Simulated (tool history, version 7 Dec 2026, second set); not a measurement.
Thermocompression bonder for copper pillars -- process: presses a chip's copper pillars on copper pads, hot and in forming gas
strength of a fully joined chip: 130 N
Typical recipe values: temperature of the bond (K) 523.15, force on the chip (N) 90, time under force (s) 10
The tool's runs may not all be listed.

run    hour  temperature of the bond (K)  force on the chip (N)  time under force (s)  force that shears a chip off (N)
  1       0                       523.15                     90                    10                              58.6
  2    29.1                       523.15                     93                    10                              59.2
  3    54.9                       510.15                     93                    10                              52.1
       82.4  -- forming gas filter changed
  4   108.4                       510.15                     93                    10                                52
  5     142                       510.15                     93                    10                              51.5
  6   169.9                       511.15                     93                    10                              52.4
  7   197.2                       511.15                     79                    10                              44.2
  8   231.2                       511.15                     79                    10                              45.1
  9   268.3                       523.15                     90                    10                              58.2
 10   320.5                       510.15                     90                    10                              49.8
 11   368.7                       510.15                     90                    10                              48.8
 12   413.9                       510.15                     90                    10                              50.4
 13   456.1                       510.15                     90                    10                                50
 14   488.6                       523.15                     90                    10                              58.6
 15   536.3                       523.15                     90                    10                              57.8
 16   568.1                       523.15                     60                    10                              39.2
 17   606.1                       523.15                     90                    10                              58.3
 18     652                       523.15                     90                    10                              57.1
 19   689.2                       523.15                     64                    10                              41.4
 20   724.6                       523.15                     64                    10                              41.3
 21   765.4                       534.15                    103                    15                              82.4
 22   796.5                       534.15                    103                    15                              82.9
 23   820.9                       507.15                    109                     6                              47.1
 24   844.8                       518.15                    123                     6                                61
 25   884.3                       532.15                    133                     6                              74.1
 26   930.6                       532.15                     63                     6                              37.4
 27   960.7                       532.15                     63                     6                                37
 28   993.6                       496.15                     90                    10                              41.7
 29  1017.6                       496.15                     90                    10                              41.9
 30  1068.2                       551.15                     99                     9                              79.2
 31  1114.9                       551.15                     99                     9                              78.9
 32  1152.2                       515.15                     90                    22                              69.3
     1160.4  -- forming gas filter changed
 33    1175                       504.15                    102                    22                              68.6
 34  1221.9                       524.15                     91                    25                              81.1
 35  1248.4                       524.15                     91                    25                              79.1
 36  1289.2                       524.15                     91                    25                                81
 37  1311.8                       522.15                     91                    18                                70
 38  1345.6                       537.15                    109                     8                              73.1
 39  1394.2                       530.15                    104                     8                              65.7

Below are 3 alternative next runs, each starting from the tool's condition after run 39. Predict each:
  A  1441                       530.15                    106                     8                                 ?
  B  1441                       522.15                     60                    16                                 ?
  C  1441                       514.15                     76                    19                                 ?

run  force that shears a chip off (N)
  A                              66.1
  B                                47
  C                              56.4
Without the tool's unlogged condition, the same runs would have read:
run  force that shears a chip off (N)
  A                                66
  B                              46.8
  C                              56.3

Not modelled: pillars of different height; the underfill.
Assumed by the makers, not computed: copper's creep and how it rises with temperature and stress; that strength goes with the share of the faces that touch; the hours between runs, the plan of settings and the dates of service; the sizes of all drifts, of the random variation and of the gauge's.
